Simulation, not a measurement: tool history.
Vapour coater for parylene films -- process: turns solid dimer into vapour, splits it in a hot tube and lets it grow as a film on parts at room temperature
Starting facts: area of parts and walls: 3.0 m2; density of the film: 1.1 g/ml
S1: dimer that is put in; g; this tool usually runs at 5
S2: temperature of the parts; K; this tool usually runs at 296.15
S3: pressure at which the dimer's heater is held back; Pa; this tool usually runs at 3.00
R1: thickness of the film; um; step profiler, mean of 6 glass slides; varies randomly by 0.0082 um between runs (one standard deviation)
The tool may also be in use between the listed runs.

Run 1, hour 0.0: usual settings. Result: R1 1.092 um.
Run 2, hour 21.8: usual settings. Result: R1 1.091 um.
Run 3, hour 61.6: usual settings. Result: R1 1.084 um.
Run 4, hour 100.3: usual settings. Result: R1 1.099 um.
Run 5, hour 141.7: usual settings. Result: R1 1.083 um.
At hour 164.3: trap's valve overhauled.
Run 6, hour 179.1: usual settings. Result: R1 1.103 um.
Run 7, hour 207.3: usual settings. Result: R1 1.099 um.
Run 8, hour 241.6: usual settings. Result: R1 1.069 um.
Run 9, hour 259.4: usual settings. Result: R1 1.101 um.
Run 10, hour 287.6: usual settings. Result: R1 1.090 um.
Run 11, hour 320.9: usual settings. Result: R1 1.082 um.
Run 12, hour 347.9: usual settings but S2 300.15 K. Result: R1 0.931 um.
Run 13, hour 365.3: usual settings but S2 300.15 K. Result: R1 0.897 um.
Run 14, hour 401.5: usual settings but S2 300.15 K. Result: R1 0.919 um.
Run 15, hour 426.7: usual settings but S2 293.15 K. Result: R1 1.242 um.
Run 16, hour 466.5: usual settings but S2 293.15 K. Result: R1 1.248 um.
Run 17, hour 485.4: usual settings but S2 293.15 K. Result: R1 1.237 um.
Run 18, hour 504.6: usual settings but S2 293.15 K. Result: R1 1.244 um.
Run 19, hour 536.4: usual settings but S2 293.15 K. Result: R1 1.252 um.
Run 20, hour 558.7: usual settings but S2 293.15 K. Result: R1 1.242 um.
Run 21, hour 597.8: usual settings but S2 293.15 K. Result: R1 1.260 um.
Run 22, hour 620.2: usual settings but S2 293.15 K. Result: R1 1.246 um.
Run 23, hour 650.1: usual settings but S2 293.15 K. Result: R1 1.231 um.
Run 24, hour 673.8: usual settings. Result: R1 1.092 um.
Run 25, hour 696.8: usual settings but S1 3 g, S2 305.15 K, S3 3.73 Pa. Result: R1 0.446 um.
Run 26, hour 714.8: usual settings but S1 3 g, S2 290.15 K, S3 8.72 Pa. Result: R1 0.812 um.
Run 27, hour 733.3: usual settings but S1 3 g, S2 290.15 K, S3 8.72 Pa. Result: R1 0.812 um.
Run 28, hour 753.4: usual settings but S1 6 g, S2 302.15 K, S3 2.45 Pa. Result: R1 1.015 um.
Run 29, hour 790.9: usual settings but S1 6 g, S2 302.15 K, S3 2.45 Pa. Result: R1 1.013 um.
Run 30, hour 814.7: usual settings but S1 6 g, S2 305.15 K, S3 3.07 Pa. Result: R1 0.886 um.
Run 31, hour 854.2: usual settings but S1 6 g, S2 305.15 K, S3 3.07 Pa. Result: R1 0.873 um.
At hour 882.7: trap's valve overhauled.
Run 32, hour 887.9: usual settings but S1 9 g. Result: R1 1.967 um.

What does the tool deliver on the next run?
Run 33, hour 910.3: usual settings but S1 3 g, S2 290.15 K, S3 10.42 Pa. Result: R1 ?.

{"run 33": {"R1": 0.793}}
If the tool had no hidden condition, the same run with the same run-to-run variation would have returned R1 0.794 um.
